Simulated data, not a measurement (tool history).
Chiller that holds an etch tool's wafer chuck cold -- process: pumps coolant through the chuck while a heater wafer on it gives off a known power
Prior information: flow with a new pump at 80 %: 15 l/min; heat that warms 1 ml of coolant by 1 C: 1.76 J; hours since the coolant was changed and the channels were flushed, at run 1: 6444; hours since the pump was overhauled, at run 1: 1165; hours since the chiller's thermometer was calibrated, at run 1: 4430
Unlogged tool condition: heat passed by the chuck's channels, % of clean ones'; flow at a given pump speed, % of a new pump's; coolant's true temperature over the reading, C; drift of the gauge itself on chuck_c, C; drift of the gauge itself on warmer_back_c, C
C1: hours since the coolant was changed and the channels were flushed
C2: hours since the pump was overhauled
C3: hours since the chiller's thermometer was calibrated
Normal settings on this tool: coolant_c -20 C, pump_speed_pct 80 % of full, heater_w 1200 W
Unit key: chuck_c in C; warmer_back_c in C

Run 1, hour 0.0: usual settings; C1 6444; C2 1165; C3 4430. Result: chuck_c -8.2 C, warmer_back_c 2.73 C.
Run 2, hour 23.8: usual settings but heater_w 916 W; C1 6468; C2 1189; C3 4454. Result: chuck_c -11.3 C, warmer_back_c 2.08 C.
Run 3, hour 65.4: usual settings but heater_w 645 W; C1 6509; C2 1231; C3 4495. Result: chuck_c -13.8 C, warmer_back_c 1.50 C.
Run 4, hour 99.0: usual settings but heater_w 645 W; C1 6543; C2 1264; C3 4529. Result: chuck_c -13.9 C, warmer_back_c 1.52 C.
Run 5, hour 139.9: usual settings but heater_w 964 W; C1 6584; C2 1305; C3 4570. Result: chuck_c -10.4 C, warmer_back_c 2.26 C.
Run 6, hour 167.6: usual settings; C1 6612; C2 1333; C3 4597. Result: chuck_c -8.2 C, warmer_back_c 2.78 C.
Run 7, hour 188.1: usual settings; C1 6632; C2 1353; C3 4618. Result: chuck_c -8.3 C, warmer_back_c 2.74 C.
Run 8, hour 206.8: usual settings; C1 6651; C2 1372; C3 4637. Result: chuck_c -8.3 C, warmer_back_c 2.82 C.
Run 9, hour 240.0: usual settings; C1 6684; C2 1405; C3 4670. Result: chuck_c -8.1 C, warmer_back_c 2.81 C.
Run 10, hour 273.6: usual settings; C1 6718; C2 1439; C3 4703. Result: chuck_c -8.4 C, warmer_back_c 2.77 C.
Run 11, hour 304.1: usual settings; C1 6748; C2 1469; C3 4734. Result: chuck_c -8.2 C, warmer_back_c 2.84 C.
Run 12, hour 339.4: usual settings; C1 6783; C2 1505; C3 4769. Result: chuck_c -8.1 C, warmer_back_c 2.81 C.
Run 13, hour 374.9: usual settings; C1 6819; C2 1540; C3 4805. Result: chuck_c -8.3 C, warmer_back_c 2.84 C.
Run 14, hour 405.4: usual settings; C1 6849; C2 1571; C3 4835. Result: chuck_c -8.5 C, warmer_back_c 2.90 C.
Run 15, hour 430.4: usual settings; C1 6874; C2 1596; C3 4860. Result: chuck_c -8.2 C, warmer_back_c 2.87 C.
Run 16, hour 473.5: usual settings; C1 6918; C2 1639; C3 4903. Result: chuck_c -8.3 C, warmer_back_c 2.89 C.
Run 17, hour 511.1: usual settings but pump_speed_pct 96 % of full, heater_w 890 W; C1 6955; C2 1676; C3 4941. Result: chuck_c -12.0 C, warmer_back_c 1.89 C.
Run 18, hour 554.8: usual settings but pump_speed_pct 96 % of full, heater_w 1067 W; C1 6999; C2 1720; C3 4985. Result: chuck_c -10.5 C, warmer_back_c 2.20 C.
Run 19, hour 586.9: usual settings but pump_speed_pct 96 % of full, heater_w 1067 W; C1 7031; C2 1752; C3 5017. Result: chuck_c -10.5 C, warmer_back_c 2.21 C.
Run 20, hour 629.1: usual settings but coolant_c -19 C, heater_w 840 W; C1 7073; C2 1794; C3 5059. Result: chuck_c -10.8 C, warmer_back_c 2.07 C.
Run 21, hour 661.6: usual settings but coolant_c -19 C, pump_speed_pct 82 % of full, heater_w 840 W; C1 7106; C2 1827; C3 5091. Result: chuck_c -10.8 C, warmer_back_c 2.12 C.

The next listed run, before its measurement:
Run 22, hour 705.4: usual settings but heater_w 636 W; C1 7149; C2 1870; C3 5135. Result: chuck_c ?, warmer_back_c ?.

chuck_c: -13.9 C
warmer_back_c: 1.74 C
Without the tool's hidden state the same run would have given chuck_c -13.9 C, warmer_back_c 1.47 C.
